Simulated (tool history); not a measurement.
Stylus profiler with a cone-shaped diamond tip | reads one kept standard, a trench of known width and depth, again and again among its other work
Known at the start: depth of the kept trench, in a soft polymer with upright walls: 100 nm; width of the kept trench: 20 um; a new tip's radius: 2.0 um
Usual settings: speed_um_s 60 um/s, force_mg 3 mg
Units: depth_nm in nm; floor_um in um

run,hour,speed_um_s,force_mg,depth_nm,floor_um
1,0,60,3,101.73,18.54
2,27.9,60,3,101.73,18.48
3,77.5,60,3,101.64,18.47
4,118.6,60,3,101.61,18.46
5,185.7,60,3,101.69,18.47
6,234.7,60,3,101.76,18.47
7,269.7,60,3,101.72,18.48
8,328.5,60,3,101.73,18.48
9,373.7,60,3,101.66,18.44
10,421.2,60,3,101.77,18.44
11,464.5,56,3,101.77,18.47
12,524.6,56,3,101.9,18.47
13,584.6,56,3,101.78,18.43
14,650.9,71,3,101.74,18.45
15,707.4,71,3,101.8,18.46
# hour 711: height scale calibrated on a step standard
16,752.3,60,3,101.86,18.4
17,808.9,209,3,101.78,18.07
18,865.6,60,3,101.93,18.43
19,895.9,60,3,102,18.39
20,940.8,226,3,101.93,18.08
21,979.8,226,3,101.91,18.06
# hour 999.4: height scale calibrated on a step standard, once more
22,1034.6,226,3,101.59,18.07
23,1066.7,68,3,101.34,18.39
24,1118.1,94,7.93,102.64,18.42
25,1176.6,36,3.39,101.68,18.47
26,1241.3,193,3.39,101.61,18.14
27,1300.5,193,3.39,101.52,18.12
28,1353.9,40,7.72,102.74,18.44
29,1389.1,36,2.84,101.55,18.4
30,1443.5,176,1.77,101.04,17.98
31,1470.6,176,1.77,101.02,18.01
32,1520,176,1.77,100.93,17.97
33,1557.6,20,1.52,101.03,18.41
34,1598.6,38,6.94,102.77,18.44
35,1639.9,26,3.5,101.73,18.43
36,1676.7,113,1.93,101.19,18.19
37,1724.9,28,1.05,100.79,18.46
38,1780.2,143,3.92,101.96,18.19
39,1812,143,3.92,101.72,18.21
40,1849.2,84,5.22,102.19,18.35
41,1901,60,3.23,101.54,18.28
42,1944,60,3.93,101.89,18.4
43,1971.8,142,2.4,101.31,18.15
44,2005.5,124,2.04,101.24,18.11
45,2038.8,51,3.86,101.97,18.37
46,2097.8,205,2.79,101.48,17.94

Measured less the same run without the tool's hidden state. The same run-to-run variation is in both; the gauge's scatter may not be:
The hidden state here: radius of the tip, um; height scale over the true one, %; drift of the gauge itself on depth_nm, %; drift of the gauge itself on floor_um, %.
run,depth_nm,floor_um
1,+0.23,-0.12
2,+0.23,-0.13
3,+0.23,-0.13
4,+0.24,-0.14
5,+0.26,-0.14
6,+0.26,-0.14
7,+0.27,-0.14
8,+0.28,-0.16
9,+0.29,-0.16
10,+0.3,-0.16
11,+0.31,-0.17
12,+0.31,-0.17
13,+0.33,-0.17
14,+0.33,-0.18
15,+0.35,-0.18
16,+0.48,-0.19
17,+0.49,-0.19
18,+0.5,-0.2
19,+0.5,-0.2
20,+0.51,-0.2
21,+0.52,-0.21
22,-0.01,-0.21
23,+0,-0.22
24,+0.01,-0.22
25,+0.02,-0.22
26,+0.03,-0.23
27,+0.04,-0.23
28,+0.05,-0.24
29,+0.06,-0.24
30,+0.06,-0.24
31,+0.07,-0.25
32,+0.08,-0.25
33,+0.09,-0.25
34,+0.09,-0.26
35,+0.1,-0.26
36,+0.11,-0.26
37,+0.11,-0.27
38,+0.13,-0.27
39,+0.13,-0.27
40,+0.13,-0.28
41,+0.15,-0.28
42,+0.15,-0.28
43,+0.16,-0.28
44,+0.16,-0.29
45,+0.17,-0.29
46,+0.18,-0.3
